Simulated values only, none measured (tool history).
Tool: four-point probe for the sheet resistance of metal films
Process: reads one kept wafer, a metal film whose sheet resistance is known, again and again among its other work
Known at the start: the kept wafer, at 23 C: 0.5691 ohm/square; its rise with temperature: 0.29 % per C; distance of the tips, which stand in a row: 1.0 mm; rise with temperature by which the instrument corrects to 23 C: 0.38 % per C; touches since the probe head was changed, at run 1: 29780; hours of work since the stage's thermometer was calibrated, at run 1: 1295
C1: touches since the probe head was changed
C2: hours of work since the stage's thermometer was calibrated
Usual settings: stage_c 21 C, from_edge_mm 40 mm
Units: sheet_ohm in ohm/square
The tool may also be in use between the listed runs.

Run 1, hour 0: usual settings; C1 29780; C2 1295. Result: sheet_ohm 0.56856 ohm/square.
Run 2, hour 87.6: usual settings; C1 31921; C2 1338. Result: sheet_ohm 0.568328 ohm/square.
Run 3, hour 206: usual settings; C1 34818; C2 1397. Result: sheet_ohm 0.568522 ohm/square.
Run 4, hour 280.3: usual settings but from_edge_mm 5 mm; C1 36635; C2 1433. Result: sheet_ohm 0.58009 ohm/square.
Run 5, hour 389.7: usual settings but from_edge_mm 5 mm; C1 39313; C2 1487. Result: sheet_ohm 0.580013 ohm/square.
Run 6, hour 449.9: usual settings but from_edge_mm 5 mm; C1 40785; C2 1517. Result: sheet_ohm 0.579865 ohm/square.
Run 7, hour 588.8: usual settings but from_edge_mm 5 mm; C1 44181; C2 1585. Result: sheet_ohm 0.579836 ohm/square.
Run 8, hour 647.4: usual settings but from_edge_mm 5 mm; C1 45616; C2 1614. Result: sheet_ohm 0.579896 ohm/square.
Run 9, hour 783.5: usual settings; C1 48943; C2 1681. Result: sheet_ohm 0.568058 ohm/square.
Run 10, hour 919.6: usual settings; C1 52274; C2 1748. Result: sheet_ohm 0.56766 ohm/square.
Run 11, hour 1034.4: usual settings; C1 55080; C2 1804. Result: sheet_ohm 0.567965 ohm/square.
Run 12, hour 1122.7: usual settings; C1 57242; C2 1848. Result: sheet_ohm 0.567492 ohm/square.
Run 13, hour 1183.1: usual settings; C1 58720; C2 1877. Result: sheet_ohm 0.567607 ohm/square.
Run 14, hour 1247.8: usual settings but from_edge_mm 8 mm; C1 60300; C2 1909. Result: sheet_ohm 0.572239 ohm/square.
Run 15, hour 1342.9: usual settings but from_edge_mm 8 mm; C1 62628; C2 1956. Result: sheet_ohm 0.572124 ohm/square.
Run 16, hour 1409.6: usual settings; C1 64259; C2 1989. Result: sheet_ohm 0.567601 ohm/square.
Run 17, hour 1473.7: usual settings; C1 65828; C2 2020. Result: sheet_ohm 0.567281 ohm/square.
At hour 1483.3: stage's thermometer calibrated.
Run 18, hour 1606.3: usual settings; C1 69059; C2 61. Result: sheet_ohm 0.567513 ohm/square.
Run 19, hour 1720.6: usual settings; C1 71854; C2 117. Result: sheet_ohm 0.56761 ohm/square.
Run 20, hour 1806.9: usual settings; C1 73965; C2 159. Result: sheet_ohm 0.567287 ohm/square.
Run 21, hour 1871.2: usual settings but from_edge_mm 65 mm; C1 75538; C2 191. Result: sheet_ohm 0.567432 ohm/square.
Run 22, hour 1980.2: usual settings but stage_c 31 C; C1 78204; C2 244. Result: sheet_ohm 0.562152 ohm/square.
Run 23, hour 2056.7: usual settings but stage_c 31 C; C1 80075; C2 282. Result: sheet_ohm 0.562248 ohm/square.
Run 24, hour 2117.4: usual settings but stage_c 31 C; C1 81560; C2 312. Result: sheet_ohm 0.562006 ohm/square.
At hour 2177.2: new probe head fitted.
Run 25, hour 2200.8: usual settings but from_edge_mm 18 mm; C1 578; C2 352. Result: sheet_ohm 0.571694 ohm/square.
At hour 2207.2: stage's thermometer calibrated, once more.
Run 26, hour 2279.5: usual settings but from_edge_mm 18 mm; C1 2490; C2 36. Result: sheet_ohm 0.571174 ohm/square.
Run 27, hour 2385: usual settings but from_edge_mm 18 mm; C1 5071; C2 87. Result: sheet_ohm 0.57113 ohm/square.
Run 28, hour 2494.8: usual settings but stage_c 26 C, from_edge_mm 31 mm; C1 7757; C2 141. Result: sheet_ohm 0.567686 ohm/square.
Run 29, hour 2617.1: usual settings but stage_c 26 C, from_edge_mm 31 mm; C1 10749; C2 202. Result: sheet_ohm 0.567681 ohm/square.
Run 30, hour 2737.6: usual settings but from_edge_mm 6 mm; C1 13696; C2 261. Result: sheet_ohm 0.578383 ohm/square.
Run 31, hour 2848: usual settings but stage_c 33 C, from_edge_mm 9 mm; C1 16396; C2 315. Result: sheet_ohm 0.567458 ohm/square.
Run 32, hour 2928.1: usual settings but from_edge_mm 46 mm; C1 18354; C2 355. Result: sheet_ohm 0.569993 ohm/square.
Run 33, hour 3030.9: usual settings but stage_c 20 C, from_edge_mm 12 mm; C1 20871; C2 405. Result: sheet_ohm 0.572322 ohm/square.
Run 34, hour 3105.7: usual settings but stage_c 20 C, from_edge_mm 7 mm; C1 22700; C2 442. Result: sheet_ohm 0.57633 ohm/square.
Run 35, hour 3205: usual settings but stage_c 20 C, from_edge_mm 7 mm; C1 25127; C2 491. Result: sheet_ohm 0.576225 ohm/square.
Run 36, hour 3333.4: usual settings but stage_c 20 C, from_edge_mm 7 mm; C1 28269; C2 554. Result: sheet_ohm 0.57627 ohm/square.
Run 37, hour 3402.7: usual settings but stage_c 20 C, from_edge_mm 7 mm; C1 29963; C2 588. Result: sheet_ohm 0.576149 ohm/square.
Run 38, hour 3460.9: usual settings but stage_c 27 C, from_edge_mm 16 mm; C1 31389; C2 617. Result: sheet_ohm 0.567542 ohm/square.
Run 39, hour 3552.2: usual settings but stage_c 27 C, from_edge_mm 16 mm; C1 33620; C2 662. Result: sheet_ohm 0.567435 ohm/square.
Run 40, hour 3690.3: usual settings but stage_c 34 C, from_edge_mm 4 mm; C1 36998; C2 730. Result: sheet_ohm 0.581087 ohm/square.
Run 41, hour 3781.1: usual settings but from_edge_mm 52 mm; C1 39219; C2 774. Result: sheet_ohm 0.569086 ohm/square.
Run 42, hour 3920.4: usual settings but stage_c 29 C, from_edge_mm 5 mm; C1 42627; C2 843. Result: sheet_ohm 0.576858 ohm/square.
Run 43, hour 4039.5: usual settings but stage_c 29 C, from_edge_mm 59 mm; C1 45541; C2 901. Result: sheet_ohm 0.564717 ohm/square.
Run 44, hour 4123.1: usual settings but stage_c 18 C, from_edge_mm 71 mm; C1 47586; C2 943. Result: sheet_ohm 0.570329 ohm/square.
Run 45, hour 4189.2: usual settings but stage_c 29 C, from_edge_mm 75 mm; C1 49203; C2 975. Result: sheet_ohm 0.564781 ohm/square.

How the hidden state differs across the entries between the runs, from the last listed run before each to the first after it:
Between runs 17 and 18: stage's thermometer calibrated (hour 1483.3)
  inner tips' distance over the nominal, %: -0.533 -> -0.549; tips' flats over new ones', %: 74 -> 77; wafer's true temperature over the reading, C: 0.21 -> 0.33
  measured less the result without the state, sheet_ohm: -0.002944 -> -0.002841 ohm/square
Between runs 24 and 25: new probe head fitted (hour 2177.2)
  inner tips' distance over the nominal, %: -0.619 -> 0.021; tips' flats over new ones', %: 90 -> 0
  measured less the result without the state, sheet_ohm: -0.003205 -> +0.000741 ohm/square
Between runs 25 and 26: stage's thermometer calibrated, once more (hour 2207.2)
  inner tips' distance over the nominal, %: 0.021 -> 0.011; tips' flats over new ones', %: 0 -> 3; wafer's true temperature over the reading, C: 0.37 -> 0.02
  measured less the result without the state, sheet_ohm: +0.000741 -> +0.000096 ohm/square
